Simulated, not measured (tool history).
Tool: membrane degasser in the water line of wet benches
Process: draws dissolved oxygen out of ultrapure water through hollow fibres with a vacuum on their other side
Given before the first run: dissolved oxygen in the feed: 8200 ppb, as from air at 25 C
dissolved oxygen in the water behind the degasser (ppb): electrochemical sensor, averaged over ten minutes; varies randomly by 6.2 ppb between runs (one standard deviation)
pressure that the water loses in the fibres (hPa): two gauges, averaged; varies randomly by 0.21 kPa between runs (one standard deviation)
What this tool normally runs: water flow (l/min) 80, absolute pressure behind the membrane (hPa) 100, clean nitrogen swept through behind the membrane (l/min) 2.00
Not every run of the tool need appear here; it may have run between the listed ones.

run,hour,water flow (l/min),absolute pressure behind the membrane (hPa),clean nitrogen swept through behind the membrane (l/min),dissolved oxygen in the water behind the degasser (ppb),pressure that the water loses in the fibres (hPa)
1,0.0,80,100,2.00,628.1,486.2
2,26.3,74,100,2.00,567.9,447.0
3,57.3,74,100,2.00,565.0,447.6
4,84.6,74,100,2.00,557.3,447.6
5,121.1,74,100,2.00,561.2,447.3
6,148.7,74,100,2.00,560.3,445.0
7,181.5,126,100,2.00,1088.8,761.6
8,224.2,80,100,2.00,612.9,483.9
9,244.9,80,100,3.26,452.9,480.4
10,276.1,67,100,2.00,495.4,402.5
11,301.6,67,100,2.00,494.7,400.0
12,326.6,67,100,2.00,501.9,403.7
13,362.8,80,244,4.74,845.0,478.0
14,406.6,50,131,2.27,477.1,297.7
15,437.4,71,99,4.82,289.7,427.4
16,482.9,80,63,1.37,434.9,482.3
17,509.7,121,128,2.00,1281.7,730.5
18,537.4,121,92,0.95,1309.3,727.2
19,570.6,121,92,4.28,702.9,726.1

3 ways to go on from here, each from the tool as it stands after run 19. What would each give?
A,606.6,122,100,2.80,?,?
B,606.6,121,92,4.56,?,?
C,606.6,121,101,1.41,?,?

run,dissolved oxygen in the water behind the degasser (ppb),pressure that the water loses in the fibres (hPa)
A,896.8,731.4
B,681.7,726.2
C,1216.8,728.2
With no hidden state in the tool, these same runs would have given:
run,dissolved oxygen in the water behind the degasser (ppb),pressure that the water loses in the fibres (hPa)
A,896.5,731.3
B,681.4,726.1
C,1216.5,728.1
